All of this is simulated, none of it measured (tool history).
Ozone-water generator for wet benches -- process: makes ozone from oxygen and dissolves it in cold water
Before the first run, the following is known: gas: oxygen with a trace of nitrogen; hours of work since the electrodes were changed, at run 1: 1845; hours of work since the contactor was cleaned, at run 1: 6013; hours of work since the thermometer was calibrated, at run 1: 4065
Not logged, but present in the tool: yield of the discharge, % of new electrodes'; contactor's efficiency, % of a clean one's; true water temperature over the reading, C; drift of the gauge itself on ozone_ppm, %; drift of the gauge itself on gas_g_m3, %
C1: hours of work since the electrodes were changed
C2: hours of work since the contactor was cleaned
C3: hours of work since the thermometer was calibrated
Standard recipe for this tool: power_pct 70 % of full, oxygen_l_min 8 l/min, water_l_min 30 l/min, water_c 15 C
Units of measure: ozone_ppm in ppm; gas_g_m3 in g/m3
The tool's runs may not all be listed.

{"run": 1, "day": 0.0, "power_pct": 70, "oxygen_l_min": 8, "water_l_min": 30, "water_c": 15, "C1": 1845, "C2": 6013, "C3": 4065, "ozone_ppm": 22.1, "gas_g_m3": 230.4}
{"run": 2, "day": 4.712, "power_pct": 70, "oxygen_l_min": 8, "water_l_min": 30, "water_c": 15, "C1": 1947, "C2": 6115, "C3": 4167, "ozone_ppm": 22.2, "gas_g_m3": 229.7}
{"run": 3, "day": 7.512, "power_pct": 70, "oxygen_l_min": 8, "water_l_min": 30, "water_c": 15, "C1": 2008, "C2": 6176, "C3": 4228, "ozone_ppm": 22.1, "gas_g_m3": 225.1}
{"run": 4, "day": 11.533, "power_pct": 70, "oxygen_l_min": 8, "water_l_min": 30, "water_c": 15, "C1": 2095, "C2": 6263, "C3": 4315, "ozone_ppm": 21.9, "gas_g_m3": 227}
{"run": 5, "day": 15.262, "power_pct": 63, "oxygen_l_min": 8, "water_l_min": 30, "water_c": 15, "C1": 2176, "C2": 6344, "C3": 4396, "ozone_ppm": 20.9, "gas_g_m3": 215.5}
{"run": 6, "day": 18.104, "power_pct": 63, "oxygen_l_min": 8, "water_l_min": 30, "water_c": 15, "C1": 2238, "C2": 6406, "C3": 4458, "ozone_ppm": 20.9, "gas_g_m3": 214.4}
{"run": 7, "day": 20.312, "power_pct": 61, "oxygen_l_min": 8, "water_l_min": 30, "water_c": 15, "C1": 2286, "C2": 6454, "C3": 4506, "ozone_ppm": 20.2, "gas_g_m3": 212.5}
{"run": 8, "day": 25.267, "power_pct": 61, "oxygen_l_min": 8, "water_l_min": 30, "water_c": 15, "C1": 2393, "C2": 6561, "C3": 4613, "ozone_ppm": 20.6, "gas_g_m3": 209.5}
{"day": 27.992, "done": "water thermometer calibrated"}
{"run": 9, "day": 30.05, "power_pct": 61, "oxygen_l_min": 8, "water_l_min": 30, "water_c": 15, "C1": 2497, "C2": 6665, "C3": 45, "ozone_ppm": 20.2, "gas_g_m3": 209.8}
{"run": 10, "day": 33.296, "power_pct": 61, "oxygen_l_min": 8, "water_l_min": 30, "water_c": 15, "C1": 2567, "C2": 6735, "C3": 115, "ozone_ppm": 20.2, "gas_g_m3": 208.9}
{"run": 11, "day": 35.888, "power_pct": 61, "oxygen_l_min": 8, "water_l_min": 30, "water_c": 15, "C1": 2623, "C2": 6791, "C3": 171, "ozone_ppm": 19.9, "gas_g_m3": 211.2}
{"run": 12, "day": 39.667, "power_pct": 78, "oxygen_l_min": 8, "water_l_min": 30, "water_c": 15, "C1": 2705, "C2": 6873, "C3": 254, "ozone_ppm": 23.1, "gas_g_m3": 237.9}
{"run": 13, "day": 44.454, "power_pct": 41, "oxygen_l_min": 8, "water_l_min": 30, "water_c": 15, "C1": 2809, "C2": 6977, "C3": 357, "ozone_ppm": 16.4, "gas_g_m3": 169.8}
{"run": 14, "day": 47.067, "power_pct": 41, "oxygen_l_min": 8, "water_l_min": 31, "water_c": 15, "C1": 2866, "C2": 7034, "C3": 414, "ozone_ppm": 15.9, "gas_g_m3": 169}
{"run": 15, "day": 50.546, "power_pct": 41, "oxygen_l_min": 8, "water_l_min": 31, "water_c": 15, "C1": 2942, "C2": 7110, "C3": 490, "ozone_ppm": 15.8, "gas_g_m3": 169.6}
{"run": 16, "day": 53.35, "power_pct": 41, "oxygen_l_min": 8, "water_l_min": 31, "water_c": 15, "C1": 3002, "C2": 7170, "C3": 551, "ozone_ppm": 15.8, "gas_g_m3": 170.1}
{"run": 17, "day": 55.554, "power_pct": 70, "oxygen_l_min": 8, "water_l_min": 30, "water_c": 15, "C1": 3050, "C2": 7218, "C3": 598, "ozone_ppm": 21.6, "gas_g_m3": 228.7}
{"run": 18, "day": 59.792, "power_pct": 70, "oxygen_l_min": 8, "water_l_min": 30, "water_c": 15, "C1": 3142, "C2": 7310, "C3": 690, "ozone_ppm": 21.7, "gas_g_m3": 225.2}
{"run": 19, "day": 63.379, "power_pct": 70, "oxygen_l_min": 8, "water_l_min": 30, "water_c": 15, "C1": 3220, "C2": 7388, "C3": 768, "ozone_ppm": 21.7, "gas_g_m3": 224}
{"run": 20, "day": 66.9, "power_pct": 70, "oxygen_l_min": 8, "water_l_min": 40, "water_c": 15, "C1": 3297, "C2": 7465, "C3": 845, "ozone_ppm": 15.8, "gas_g_m3": 226.7}
{"run": 21, "day": 71.146, "power_pct": 80, "oxygen_l_min": 8, "water_l_min": 40, "water_c": 9, "C1": 3389, "C2": 7557, "C3": 937, "ozone_ppm": 17.9, "gas_g_m3": 240.2}
{"day": 73.588, "done": "contactor cleaned"}
{"run": 22, "day": 75.433, "power_pct": 70, "oxygen_l_min": 13.6, "water_l_min": 38, "water_c": 15, "C1": 3478, "C2": 40, "C3": 1026, "ozone_ppm": 16.5, "gas_g_m3": 159.5}
{"run": 23, "day": 77.704, "power_pct": 54, "oxygen_l_min": 10.26, "water_l_min": 38, "water_c": 15, "C1": 3527, "C2": 89, "C3": 1076, "ozone_ppm": 14.8, "gas_g_m3": 166.2}
{"run": 24, "day": 79.979, "power_pct": 72, "oxygen_l_min": 8, "water_l_min": 30, "water_c": 9, "C1": 3577, "C2": 139, "C3": 1125, "ozone_ppm": 24.1, "gas_g_m3": 225.4}
{"run": 25, "day": 84.558, "power_pct": 72, "oxygen_l_min": 8, "water_l_min": 30, "water_c": 9, "C1": 3676, "C2": 238, "C3": 1224, "ozone_ppm": 24.4, "gas_g_m3": 225.6}
{"run": 26, "day": 89.167, "power_pct": 70, "oxygen_l_min": 8, "water_l_min": 25, "water_c": 15, "C1": 3776, "C2": 338, "C3": 1324, "ozone_ppm": 26.7, "gas_g_m3": 222.3}
{"run": 27, "day": 92.412, "power_pct": 70, "oxygen_l_min": 7.08, "water_l_min": 19, "water_c": 16, "C1": 3847, "C2": 409, "C3": 1395, "ozone_ppm": 33.7, "gas_g_m3": 243.7}
{"run": 28, "day": 95.333, "power_pct": 90, "oxygen_l_min": 9.31, "water_l_min": 19, "water_c": 16, "C1": 3910, "C2": 472, "C3": 1458, "ozone_ppm": 36.3, "gas_g_m3": 228.8}
{"run": 29, "day": 98.467, "power_pct": 87, "oxygen_l_min": 8, "water_l_min": 30, "water_c": 15, "C1": 3978, "C2": 540, "C3": 1526, "ozone_ppm": 24.9, "gas_g_m3": 249.2}
{"run": 30, "day": 103.458, "power_pct": 70, "oxygen_l_min": 8, "water_l_min": 30, "water_c": 12, "C1": 4086, "C2": 648, "C3": 1635, "ozone_ppm": 22.7, "gas_g_m3": 222.3}
{"run": 31, "day": 105.592, "power_pct": 70, "oxygen_l_min": 8, "water_l_min": 30, "water_c": 12, "C1": 4133, "C2": 695, "C3": 1681, "ozone_ppm": 22.7, "gas_g_m3": 222.5}
{"run": 32, "day": 108.583, "power_pct": 70, "oxygen_l_min": 8, "water_l_min": 30, "water_c": 12, "C1": 4198, "C2": 760, "C3": 1746, "ozone_ppm": 22.5, "gas_g_m3": 221}

What differs in the tool's unlogged condition from the final listed run ahead of each entry between runs to the first listed run following it?
From run 8 to run 9: water thermometer calibrated (day 27.992)
  yield of the discharge, % of new electrodes': 97.2 -> 97.1; contactor's efficiency, % of a clean one's: 95.5 -> 95.4; true water temperature over the reading, C: 0.11 -> 0.02
  measured result minus the result with no hidden state, ozone_ppm: -1.2 -> -1.2 ppm; gas_g_m3: -5.5 -> -5.8 g/m3
From run 21 to run 22: contactor cleaned (day 73.588)
  yield of the discharge, % of new electrodes': 95.9 -> 95.7; contactor's efficiency, % of a clean one's: 94.8 -> 99.8
  measured result minus the result with no hidden state, ozone_ppm: -1.5 -> -0.8 ppm; gas_g_m3: -11.2 -> -7.1 g/m3

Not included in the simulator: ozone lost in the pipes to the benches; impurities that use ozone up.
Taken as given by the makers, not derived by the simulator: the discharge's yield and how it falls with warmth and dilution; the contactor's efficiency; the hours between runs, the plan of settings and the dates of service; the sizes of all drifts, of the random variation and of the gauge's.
